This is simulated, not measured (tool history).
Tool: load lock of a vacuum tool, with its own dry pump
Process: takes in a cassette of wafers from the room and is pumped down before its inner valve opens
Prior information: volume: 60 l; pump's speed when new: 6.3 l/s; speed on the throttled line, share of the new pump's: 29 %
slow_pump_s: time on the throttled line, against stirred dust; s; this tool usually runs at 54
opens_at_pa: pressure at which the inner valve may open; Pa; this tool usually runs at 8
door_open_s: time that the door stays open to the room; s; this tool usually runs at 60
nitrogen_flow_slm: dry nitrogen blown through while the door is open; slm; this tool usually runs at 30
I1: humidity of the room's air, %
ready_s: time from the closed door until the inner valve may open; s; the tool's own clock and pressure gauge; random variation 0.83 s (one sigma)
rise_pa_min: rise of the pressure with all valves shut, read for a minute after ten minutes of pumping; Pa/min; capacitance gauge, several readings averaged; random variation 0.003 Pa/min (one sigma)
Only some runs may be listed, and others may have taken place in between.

{"run": 1, "hour": 0.0, "slow_pump_s": 54, "opens_at_pa": 8, "door_open_s": 60, "nitrogen_flow_slm": 30, "I1": 43.9, "ready_s": 137.8, "rise_pa_min": 0.071}
{"run": 2, "hour": 462.1, "slow_pump_s": 54, "opens_at_pa": 8, "door_open_s": 60, "nitrogen_flow_slm": 30, "I1": 45.4, "ready_s": 137.5, "rise_pa_min": 0.076}
{"run": 3, "hour": 967.2, "slow_pump_s": 54, "opens_at_pa": 8, "door_open_s": 60, "nitrogen_flow_slm": 30, "I1": 46.4, "ready_s": 137.5, "rise_pa_min": 0.089}
{"run": 4, "hour": 1184.9, "slow_pump_s": 56, "opens_at_pa": 8, "door_open_s": 60, "nitrogen_flow_slm": 30, "I1": 45.7, "ready_s": 139, "rise_pa_min": 0.085}
{"run": 5, "hour": 1688.6, "slow_pump_s": 54, "opens_at_pa": 8, "door_open_s": 60, "nitrogen_flow_slm": 17, "I1": 43.6, "ready_s": 138, "rise_pa_min": 0.093}
{"run": 6, "hour": 2020.2, "slow_pump_s": 54, "opens_at_pa": 8, "door_open_s": 134, "nitrogen_flow_slm": 13, "I1": 41.7, "ready_s": 139.1, "rise_pa_min": 0.114}
{"run": 7, "hour": 2545.1, "slow_pump_s": 54, "opens_at_pa": 8, "door_open_s": 134, "nitrogen_flow_slm": 13, "I1": 48.4, "ready_s": 138.2, "rise_pa_min": 0.135}
{"run": 8, "hour": 2854.1, "slow_pump_s": 54, "opens_at_pa": 8, "door_open_s": 134, "nitrogen_flow_slm": 13, "I1": 43.2, "ready_s": 137.7, "rise_pa_min": 0.125}

What does the tool deliver on the next run?
{"run": 9, "hour": 3317.6, "slow_pump_s": 54, "opens_at_pa": 8, "door_open_s": 134, "nitrogen_flow_slm": 13, "I1": 45.6, "ready_s": "?", "rise_pa_min": "?"}

Logged for run 9: ready_s 137.7 s, rise_pa_min 0.134 Pa/min.
On a tool with no hidden condition, and with the same random variation, this run would have come out at ready_s 128.7 s, rise_pa_min 0.048 Pa/min.
